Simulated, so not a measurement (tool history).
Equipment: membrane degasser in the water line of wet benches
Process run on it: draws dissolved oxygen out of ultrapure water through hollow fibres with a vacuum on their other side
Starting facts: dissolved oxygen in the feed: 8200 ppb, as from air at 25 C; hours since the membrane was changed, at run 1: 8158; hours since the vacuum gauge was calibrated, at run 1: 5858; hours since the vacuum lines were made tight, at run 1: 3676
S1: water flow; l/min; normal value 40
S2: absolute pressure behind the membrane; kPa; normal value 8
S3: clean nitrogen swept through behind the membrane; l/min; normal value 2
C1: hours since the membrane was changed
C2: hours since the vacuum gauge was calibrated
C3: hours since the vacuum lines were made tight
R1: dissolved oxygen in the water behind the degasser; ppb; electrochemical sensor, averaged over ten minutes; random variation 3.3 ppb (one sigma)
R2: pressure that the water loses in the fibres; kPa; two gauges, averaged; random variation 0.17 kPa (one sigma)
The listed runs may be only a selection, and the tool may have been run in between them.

run 1 hour=0 | S1=40 S2=8 S3=2 | C1=8158 C2=5858 C3=3676 | R1=329.8 R2=26.4
run 2 hour=154.3 | S1=40 S2=8 S3=2 | C1=8313 C2=6012 C3=3831 | R1=332.5 R2=26.23
run 3 hour=319.9 | S1=40 S2=8 S3=2 | C1=8478 C2=6178 C3=3996 | R1=330.3 R2=26.37
-- hour=472.5 vacuum gauge calibrated
run 4 hour=557.8 | S1=40 S2=8 S3=2 | C1=8716 C2=85 C3=4234 | R1=326.9 R2=26.19
run 5 hour=776.4 | S1=40 S2=6.61 S3=2 | C1=8934 C2=304 C3=4452 | R1=270.1 R2=26.04
run 6 hour=1046.5 | S1=40 S2=6.61 S3=2 | C1=9204 C2=574 C3=4722 | R1=268.3 R2=25.93
run 7 hour=1362.2 | S1=40 S2=11.09 S3=2 | C1=9520 C2=890 C3=5038 | R1=464.6 R2=26.53
run 8 hour=1550.8 | S1=40 S2=11.09 S3=2 | C1=9709 C2=1078 C3=5227 | R1=456.3 R2=26.37
run 9 hour=1777.3 | S1=40 S2=11.09 S3=2 | C1=9935 C2=1305 C3=5453 | R1=454.6 R2=26.39
run 10 hour=2077.8 | S1=40 S2=11.09 S3=2 | C1=10236 C2=1605 C3=5754 | R1=449.8 R2=26.42
run 11 hour=2276.1 | S1=40 S2=8 S3=1.63 | C1=10434 C2=1804 C3=5952 | R1=370.1 R2=26.34
run 12 hour=2533 | S1=40 S2=8 S3=1.63 | C1=10691 C2=2061 C3=6209 | R1=365.6 R2=26.56
run 13 hour=2819.4 | S1=40 S2=8 S3=1.63 | C1=10977 C2=2347 C3=6495 | R1=371.5 R2=26.46
run 14 hour=3141.6 | S1=40 S2=7.17 S3=2 | C1=11299 C2=2669 C3=6817 | R1=290.9 R2=26.47
run 15 hour=3363.8 | S1=40 S2=7.17 S3=2 | C1=11522 C2=2891 C3=7040 | R1=294.5 R2=26.11
run 16 hour=3563.1 | S1=40 S2=8.58 S3=2 | C1=11721 C2=3091 C3=7239 | R1=350.6 R2=26.07
run 17 hour=3767.8 | S1=33 S2=12.14 S3=0.84 | C1=11926 C2=3295 C3=7444 | R1=703.5 R2=21.5
run 18 hour=4108 | S1=40 S2=13.35 S3=2 | C1=12266 C2=3635 C3=7784 | R1=547.6 R2=26.41
run 19 hour=4251.7 | S1=40 S2=13.35 S3=2 | C1=12410 C2=3779 C3=7928 | R1=534.6 R2=26.16
run 20 hour=4431.6 | S1=26 S2=5.16 S3=2 | C1=12590 C2=3959 C3=8107 | R1=81.9 R2=16.97
run 21 hour=4594.3 | S1=33 S2=18.21 S3=2 | C1=12752 C2=4122 C3=8270 | R1=590.1 R2=21.91
run 22 hour=4754.7 | S1=33 S2=18.21 S3=2 | C1=12913 C2=4282 C3=8431 | R1=584.6 R2=21.68
run 23 hour=5076.6 | S1=33 S2=18.21 S3=2 | C1=13235 C2=4604 C3=8752 | R1=594.6 R2=21.74
run 24 hour=5365.6 | S1=33 S2=18.21 S3=2 | C1=13524 C2=4893 C3=9041 | R1=593.6 R2=21.7
run 25 hour=5554 | S1=40 S2=8 S3=4.39 | C1=13712 C2=5082 C3=9230 | R1=222.4 R2=26.58
-- hour=5814.7 seals of the vacuum lines changed
run 26 hour=5898.8 | S1=40 S2=8 S3=4.39 | C1=14055 C2=5424 C3=84 | R1=227.2 R2=26.05
run 27 hour=6226.1 | S1=40 S2=8 S3=4.39 | C1=14382 C2=5752 C3=411 | R1=223.3 R2=26.26
run 28 hour=6521.8 | S1=29 S2=8 S3=4.39 | C1=14678 C2=6047 C3=707 | R1=115.2 R2=19.29
-- hour=6800.1 vacuum gauge calibrated
run 29 hour=6811.4 | S1=40 S2=8 S3=2.34 | C1=14967 C2=11 C3=996 | R1=305.8 R2=26.17
run 30 hour=7011.3 | S1=44 S2=8 S3=2.48 | C1=15167 C2=211 C3=1196 | R1=352.7 R2=29.1
run 31 hour=7297.2 | S1=44 S2=8 S3=2.48 | C1=15453 C2=497 C3=1482 | R1=343.6 R2=29.07

Entry by entry between the runs, the difference in hidden state between the last listed run before and the first listed run after:
Run 3 -> run 4: vacuum gauge calibrated (hour 472.5)
  both runs share identical hidden conditions
Run 25 -> run 26: seals of the vacuum lines changed (hour 5814.7)
  air that leaks in behind the membrane, l/min: 0.0022 -> 0.002
Run 28 -> run 29: vacuum gauge calibrated (hour 6800.1)
  both runs share identical hidden conditions
